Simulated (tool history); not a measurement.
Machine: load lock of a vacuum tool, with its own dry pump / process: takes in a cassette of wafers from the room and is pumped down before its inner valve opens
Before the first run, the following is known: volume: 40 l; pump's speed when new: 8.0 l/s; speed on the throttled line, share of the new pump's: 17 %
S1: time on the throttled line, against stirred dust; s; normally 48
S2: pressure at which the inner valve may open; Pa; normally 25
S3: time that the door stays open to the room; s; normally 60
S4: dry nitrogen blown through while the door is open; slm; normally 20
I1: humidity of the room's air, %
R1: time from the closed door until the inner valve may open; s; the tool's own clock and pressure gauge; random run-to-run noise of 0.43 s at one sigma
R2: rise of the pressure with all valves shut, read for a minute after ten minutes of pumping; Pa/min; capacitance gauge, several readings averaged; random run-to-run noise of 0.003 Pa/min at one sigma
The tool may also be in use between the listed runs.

run 1 hour=0.0 | S1=48 S2=25 S3=60 S4=20 | I1=44.2 | R1=85.9 R2=0.061
run 2 hour=395.3 | S1=48 S2=25 S3=60 S4=20 | I1=48.9 | R1=86.5 R2=0.078
run 3 hour=925.7 | S1=48 S2=25 S3=60 S4=20 | I1=44.8 | R1=86.9 R2=0.108
run 4 hour=1517.9 | S1=48 S2=25 S3=60 S4=20 | I1=45.0 | R1=87.5 R2=0.161
run 5 hour=1863.5 | S1=48 S2=25 S3=131 S4=20 | I1=43.3 | R1=86.4 R2=0.195
run 6 hour=2339.7 | S1=48 S2=25 S3=60 S4=20 | I1=47.2 | R1=86.6 R2=0.225
run 7 hour=2907.9 | S1=48 S2=25 S3=41 S4=20 | I1=42.6 | R1=87.7 R2=0.270
run 8 hour=3442.7 | S1=48 S2=25 S3=41 S4=20 | I1=46.0 | R1=88.2 R2=0.349
run 9 hour=3837.3 | S1=57 S2=45 S3=79 S4=15 | I1=45.4 | R1=92.3 R2=0.419
-- hour=4067.8 door's seal changed, seat wiped
run 10 hour=4082.4 | S1=57 S2=45 S3=79 S4=15 | I1=47.4 | R1=91.7 R2=0.050
run 11 hour=4670.5 | S1=57 S2=45 S3=79 S4=15 | I1=41.7 | R1=92.1 R2=0.064
run 12 hour=4925.7 | S1=78 S2=45 S3=208 S4=8 | I1=49.7 | R1=109.7 R2=0.139
run 13 hour=5504.9 | S1=78 S2=45 S3=208 S4=8 | I1=40.2 | R1=109.0 R2=0.158
run 14 hour=5861.2 | S1=60 S2=23 S3=83 S4=13 | I1=45.5 | R1=99.6 R2=0.148

Each row is a separate what-if for the run after 14, all from the same tool condition, not one after another. Results?
run A hour=6165.0 | S1=60 S2=23 S3=193 S4=13 | I1=47.6 | R1=? R2=?
run B hour=6165.0 | S1=69 S2=35 S3=83 S4=7 | I1=42.0 | R1=? R2=?
run C hour=6165.0 | S1=39 S2=38 S3=83 S4=13 | I1=45.4 | R1=? R2=?
run D hour=6165.0 | S1=48 S2=25 S3=60 S4=31 | I1=44.3 | R1=? R2=?
run E hour=6165.0 | S1=60 S2=39 S3=83 S4=13 | I1=45.3 | R1=? R2=?

run=A R1=99.8 R2=0.192
run=B R1=102.9 R2=0.175
run=C R1=79.5 R2=0.170
run=D R1=89.9 R2=0.144
run=E R1=96.7 R2=0.175
With the hidden condition removed and each run's random variation left untouched, the same runs would have given:
run=A R1=92.7 R2=0.080
run=B R1=96.8 R2=0.062
run=C R1=72.3 R2=0.057
run=D R1=82.4 R2=0.032
run=E R1=90.1 R2=0.058
